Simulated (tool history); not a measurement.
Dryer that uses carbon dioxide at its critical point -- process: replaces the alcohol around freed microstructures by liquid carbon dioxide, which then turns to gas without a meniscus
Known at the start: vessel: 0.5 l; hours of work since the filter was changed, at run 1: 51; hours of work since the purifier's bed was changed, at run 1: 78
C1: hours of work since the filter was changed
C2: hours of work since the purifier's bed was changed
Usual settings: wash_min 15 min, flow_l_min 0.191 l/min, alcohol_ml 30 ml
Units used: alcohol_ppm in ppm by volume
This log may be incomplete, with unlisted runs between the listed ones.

Run 1, hour 0: usual settings; C1 51; C2 78. Result: alcohol_ppm 571 ppm by volume.
Run 2, hour 19.7: usual settings but alcohol_ml 95 ml; C1 58; C2 85. Result: alcohol_ppm 1751 ppm by volume.
Run 3, hour 34.7: usual settings but alcohol_ml 95 ml; C1 63; C2 90. Result: alcohol_ppm 1824 ppm by volume.
Run 4, hour 46.7: usual settings but alcohol_ml 95 ml; C1 67; C2 94. Result: alcohol_ppm 1841 ppm by volume.
Run 5, hour 65.9: usual settings but alcohol_ml 95 ml; C1 74; C2 101. Result: alcohol_ppm 1899 ppm by volume.
Run 6, hour 85.9: usual settings; C1 81; C2 108. Result: alcohol_ppm 640 ppm by volume.
Run 7, hour 105.3: usual settings; C1 87; C2 115. Result: alcohol_ppm 675 ppm by volume.
Run 8, hour 120.4: usual settings; C1 93; C2 120. Result: alcohol_ppm 687 ppm by volume.
Run 9, hour 145: usual settings but alcohol_ml 113 ml; C1 101; C2 128. Result: alcohol_ppm 2514 ppm by volume.
Run 10, hour 173: usual settings but alcohol_ml 113 ml; C1 111; C2 138. Result: alcohol_ppm 2645 ppm by volume.
Run 11, hour 189: usual settings but alcohol_ml 113 ml; C1 116; C2 144. Result: alcohol_ppm 2667 ppm by volume.
Run 12, hour 212.2: usual settings but alcohol_ml 21 ml; C1 124; C2 152. Result: alcohol_ppm 549 ppm by volume.
Run 13, hour 240.5: usual settings but flow_l_min 0.285 l/min, alcohol_ml 83 ml; C1 134; C2 161. Result: alcohol_ppm 256 ppm by volume.
Run 14, hour 257.3: usual settings but wash_min 11 min, flow_l_min 0.136 l/min, alcohol_ml 28 ml; C1 140; C2 167. Result: alcohol_ppm 6294 ppm by volume.
Run 15, hour 282.2: usual settings but wash_min 10 min, flow_l_min 0.262 l/min, alcohol_ml 75 ml; C1 149; C2 176. Result: alcohol_ppm 2725 ppm by volume.
Run 16, hour 294.3: usual settings but alcohol_ml 46 ml; C1 153; C2 180. Result: alcohol_ppm 1292 ppm by volume.
Run 17, hour 322.7: usual settings but flow_l_min 0.151 l/min, alcohol_ml 41 ml; C1 163; C2 190. Result: alcohol_ppm 2981 ppm by volume.
Run 18, hour 342.8: usual settings but wash_min 20 min, flow_l_min 0.151 l/min, alcohol_ml 66 ml; C1 170; C2 197. Result: alcohol_ppm 1683 ppm by volume.
Run 19, hour 360.6: usual settings but wash_min 20 min, flow_l_min 0.151 l/min, alcohol_ml 66 ml; C1 176; C2 203. Result: alcohol_ppm 1745 ppm by volume.
Run 20, hour 385.5: usual settings but wash_min 20 min, flow_l_min 0.151 l/min, alcohol_ml 66 ml; C1 184; C2 212. Result: alcohol_ppm 1800 ppm by volume.
At hour 405.6: inlet filter changed.
Run 21, hour 408.1: usual settings but wash_min 20 min, flow_l_min 0.295 l/min, alcohol_ml 58 ml; C1 1; C2 219. Result: alcohol_ppm 85 ppm by volume.

Alternative continuations, all from the tool just after run 21; predict every row:
Run A, hour 421: usual settings but wash_min 20 min, flow_l_min 0.135 l/min, alcohol_ml 27 ml; C1 5; C2 224. Result: alcohol_ppm ?.
Run B, hour 421: usual settings but flow_l_min 0.295 l/min, alcohol_ml 58 ml; C1 5; C2 224. Result: alcohol_ppm ?.
Run C, hour 421: usual settings but wash_min 12 min, flow_l_min 0.276 l/min, alcohol_ml 81 ml; C1 5; C2 224. Result: alcohol_ppm ?.

run  alcohol_ppm
  A          666
  B          125
  C          554
Had the tool no hidden state, the same runs would have come out as:
run  alcohol_ppm
  A          572
  B           39
  C          457
